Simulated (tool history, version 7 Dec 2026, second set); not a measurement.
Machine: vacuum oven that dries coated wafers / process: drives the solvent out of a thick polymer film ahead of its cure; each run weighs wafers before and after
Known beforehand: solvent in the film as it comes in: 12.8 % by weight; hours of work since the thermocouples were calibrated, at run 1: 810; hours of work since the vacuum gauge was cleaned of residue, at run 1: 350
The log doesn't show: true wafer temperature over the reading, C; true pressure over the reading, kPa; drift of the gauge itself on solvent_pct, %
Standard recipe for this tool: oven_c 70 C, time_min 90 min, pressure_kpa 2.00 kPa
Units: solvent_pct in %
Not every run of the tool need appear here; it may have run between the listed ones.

run	hour	oven_c	time_min	pressure_kpa	hours of work since the thermocouples were calibrated	hours of work since the vacuum gauge was cleaned of residue	solvent_pct
1	0.0	70	90	2.00	810	350	3.51
2	15.6	70	90	2.00	818	358	3.37
3	36.3	70	90	2.00	829	369	3.46
4	59.0	79	90	2.00	840	381	1.72
5	80.0	79	90	2.00	851	391	1.62
6	95.4	79	90	2.00	859	399	1.59
7	112.4	69	90	2.00	868	408	3.83
8	123.0	56	90	2.00	873	414	6.92
9	140.9	70	96	2.00	883	423	3.28
10	159.7	70	96	2.00	893	433	3.32
11	181.1	70	96	2.00	904	444	3.26
12	201.7	70	90	3.65	914	455	4.08
13	213.1	70	90	2.00	920	460	3.60
14	228.2	70	90	4.13	928	468	4.34
# hour 235.7: oven's thermocouples calibrated
15	249.3	70	90	4.13	7	478	3.65
16	272.1	70	90	4.13	19	490	3.72
17	287.0	68	90	2.00	27	498	3.39
18	307.7	68	90	2.00	37	508	3.35
19	327.1	70	90	2.00	47	519	2.97
20	343.9	70	90	2.00	56	527	2.92
21	363.6	70	54	2.00	66	537	4.55
22	375.5	70	90	2.00	72	544	2.98
23	393.4	70	90	2.00	82	553	3.01
24	410.9	70	90	2.00	91	562	3.00
25	430.5	56	51	2.00	101	572	7.92
26	440.5	84	119	2.00	106	577	0.59
27	452.8	84	119	2.00	113	584	0.62
28	463.4	65	89	3.64	118	589	4.75
29	473.0	61	89	3.64	123	594	5.96
# hour 475.6: vacuum gauge cleaned of residue and calibrated
30	497.3	73	67	3.79	135	11	3.78
31	508.6	70	124	6.61	141	17	3.96
32	525.9	70	50	3.28	150	26	5.49
33	548.6	70	50	3.28	161	38	5.36
34	564.0	57	90	2.00	169	46	6.40
35	584.0	57	90	2.00	180	56	6.25
# hour 605.6: vacuum gauge cleaned of residue and calibrated, once more
36	607.8	61	116	1.51	191	1	4.09
37	630.1	61	154	1.51	203	13	3.16
38	641.5	69	64	1.15	209	19	4.08
39	654.6	81	90	1.58	216	25	0.91
40	674.5	81	90	1.58	226	36	0.97

Estimate the outcome of run 41 from the log above:
41	687.9	75	45	2.00	233	43	?

solvent_pct: 4.18 %
Without the tool's hidden state the same run would have given solvent_pct 4.12 %.
